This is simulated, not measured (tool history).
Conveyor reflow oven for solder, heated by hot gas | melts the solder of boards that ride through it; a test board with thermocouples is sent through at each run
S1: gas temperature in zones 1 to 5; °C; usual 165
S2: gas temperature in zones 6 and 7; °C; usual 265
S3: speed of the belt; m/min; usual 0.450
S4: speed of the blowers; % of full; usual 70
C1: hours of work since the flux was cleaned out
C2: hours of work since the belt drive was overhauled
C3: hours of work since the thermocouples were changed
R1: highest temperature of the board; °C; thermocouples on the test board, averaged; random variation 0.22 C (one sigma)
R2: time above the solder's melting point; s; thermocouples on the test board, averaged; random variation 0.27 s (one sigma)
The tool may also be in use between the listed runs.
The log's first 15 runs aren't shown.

run	hour	S1	S2	S3	S4	C1	C2	C3	R1	R2
# hour 937.1: thermocouples of zones 6 and 7 changed
16	963.0	179	265	0.417	59	164	686	15	251.7	66.9
17	1022.3	159	265	0.417	63	197	719	48	249.4	58.1
18	1060.7	159	266	0.450	87	219	741	69	254.6	58.0
# hour 1129.5: flux residue cleaned out of gas plates and filters
19	1129.5	180	256	0.415	83	0	776	105	248.9	67.5
20	1206.1	167	254	0.450	70	43	820	148	240.5	48.3
21	1252.5	165	268	0.450	59	69	846	174	249.5	53.7
22	1295.0	165	268	0.402	52	93	869	198	250.9	62.1
23	1365.2	165	268	0.402	52	132	909	238	250.3	62.2
24	1431.6	165	268	0.402	52	170	946	275	250.8	62.5
25	1468.1	165	265	0.498	62	190	967	295	244.3	43.8
# hour 1514.5: belt drive overhauled, speed set with a stopwatch
26	1538.2	165	265	0.479	61	227	13	333	245.0	46.2
# hour 1594.9: flux residue cleaned out of gas plates and filters
27	1610.5	163	265	0.437	61	9	51	370	248.1	54.1
28	1646.1	159	265	0.450	66	29	71	390	247.5	51.6
29	1688.5	159	265	0.450	66	53	95	414	248.1	52.2
30	1747.2	179	261	0.387	55	86	128	447	249.0	69.5
31	1786.5	157	277	0.387	63	108	150	469	262.8	72.3

3 ways to go on from here, each from the tool as it stands after run 31. What would each give?
A	1823.7	157	258	0.387	63	129	171	490	?	?
B	1823.7	157	277	0.464	63	129	171	490	?	?
C	1823.7	165	279	0.450	77	129	171	490	?	?

run	R1	R2
A	245.1	58.0
B	255.7	54.9
C	264.8	65.1
Without the tool's hidden state the same runs would have given:
run	R1	R2
A	245.1	58.0
B	255.7	54.9
C	264.8	65.1

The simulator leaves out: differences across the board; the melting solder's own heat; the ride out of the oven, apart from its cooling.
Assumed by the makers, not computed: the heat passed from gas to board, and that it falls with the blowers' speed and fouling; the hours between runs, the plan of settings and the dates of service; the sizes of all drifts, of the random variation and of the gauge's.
